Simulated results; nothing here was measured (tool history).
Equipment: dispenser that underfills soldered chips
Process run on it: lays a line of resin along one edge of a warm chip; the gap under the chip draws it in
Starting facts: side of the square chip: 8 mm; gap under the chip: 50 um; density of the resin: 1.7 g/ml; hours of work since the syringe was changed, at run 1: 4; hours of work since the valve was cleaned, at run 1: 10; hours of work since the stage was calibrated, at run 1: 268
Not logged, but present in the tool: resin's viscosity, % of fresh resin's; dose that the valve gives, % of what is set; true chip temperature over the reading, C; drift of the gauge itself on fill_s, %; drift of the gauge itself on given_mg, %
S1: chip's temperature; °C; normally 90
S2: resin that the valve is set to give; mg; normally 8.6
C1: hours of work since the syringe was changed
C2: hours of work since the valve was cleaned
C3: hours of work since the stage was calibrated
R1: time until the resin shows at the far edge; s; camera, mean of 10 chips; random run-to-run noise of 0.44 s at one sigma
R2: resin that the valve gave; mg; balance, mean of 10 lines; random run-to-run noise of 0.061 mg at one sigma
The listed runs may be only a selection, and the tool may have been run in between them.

run	day	S1	S2	C1	C2	C3	R1	R2
1	0	90	8.6	4	10	268	42.6	8.53
# day 0.217: new syringe of resin
2	0.454	90	8.6	4	16	274	40.5	8.38
# day 0.733: new syringe of resin
3	0.921	90	8.6	3	23	281	39.2	8.43
# day 1.262: new syringe of resin
4	1.425	90	8.6	2	31	289	37.4	8.26
# day 1.762: new syringe of resin
5	1.979	90	8.6	3	39	297	39.7	8.35
# day 2.3: new syringe of resin
6	2.342	90	8.6	1	44	302	32.2	8.16
7	2.625	90	8.6	5	48	306	45.1	8.12
# day 2.85: new syringe of resin
8	3.204	90	8.6	5	57	315	46.9	8.03
# day 3.362: new syringe of resin
9	3.688	90	8.6	5	64	322	45.9	8.01
# day 3.875: new syringe of resin
10	4.129	90	8.6	4	70	328	41.2	7.84
# day 4.408: new syringe of resin
11	4.408	90	8.6	0	74	332	31.6	7.89
12	4.746	90	8.6	5	79	337	45.4	7.91
# day 4.921: new syringe of resin
13	5.258	90	8.6	5	87	345	47.3	7.91
# day 5.471: new syringe of resin
14	5.833	90	8.6	5	95	353	46.1	7.83
# day 6.012: new syringe of resin
15	6.342	90	8.6	5	102	360	44	7.67
# day 6.546: new syringe of resin
16	6.725	90	8.6	3	108	366	37.2	7.62
# day 7.054: new syringe of resin
17	7.267	90	8.6	3	116	374	39.9	7.48
# day 7.575: new syringe of resin
18	7.85	90	8.6	4	124	382	40.5	7.46
# day 8.108: new syringe of resin
19	8.183	90	8.6	1	129	387	33.3	7.4
20	8.462	80	9.52	5	133	391	69.9	8.26
# day 8.642: new syringe of resin
21	8.812	83	8.6	3	138	396	49.9	7.36
# day 9.167: new syringe of resin
22	9.175	98	8.12	0	144	402	23.6	6.89
23	9.446	87	9.87	4	148	406	47.7	8.38
# day 9.621: dispensing valve cleaned and set on the balance
# day 9.712: new syringe of resin
24	9.971	87	9.87	4	5	413	45.2	9.94
# day 10.221: new syringe of resin
25	10.304	85	9.38	1	10	418	39.6	9.41
# day 10.733: new syringe of resin
26	10.733	85	9.38	0	16	424	37.6	9.19
27	11.062	98	8.9	5	21	429	32.6	8.7
# day 11.246: new syringe of resin
28	11.646	77	10.56	6	30	437	80.9	10.25
# day 11.767: new syringe of resin
29	12.238	86	9.26	7	38	446	60	8.86
# day 12.288: new syringe of resin
# day 12.8: new syringe of resin
30	12.8	86	10.75	0	46	454	34.8	10.21
# day 13.325: new syringe of resin
31	13.325	104	8.14	0	54	462	17.5	7.75
32	13.688	78	10.09	5	59	467	75.4	9.48
# day 13.858: new syringe of resin
33	14.067	89	8.6	3	65	473	39.9	8.03
34	14.346	104	7.42	7	69	477	30.9	6.97
# day 14.404: new syringe of resin
35	14.792	92	8.04	6	75	483	42.5	7.46

4 ways to go on from here, each from the tool as it stands after run 35. What would each give?
# day 14.933: new syringe of resin
A	15.375	86	7.53	7	84	492	?	?
# day 14.933: new syringe of resin
B	15.375	92	8.86	7	84	492	?	?
# day 14.933: new syringe of resin
C	15.375	97	10.34	7	84	492	?	?
# day 14.933: new syringe of resin
D	15.375	96	8.6	7	84	492	?	?

run	R1	R2
A	58.7	6.9
B	44.4	8.12
C	36.2	9.49
D	37.5	7.95
The same runs, with their run-to-run variation unchanged, on a tool lacking any hidden condition would have given:
run	R1	R2
A	38.6	7.53
B	29.6	8.85
C	24.4	10.36
D	24.8	8.66
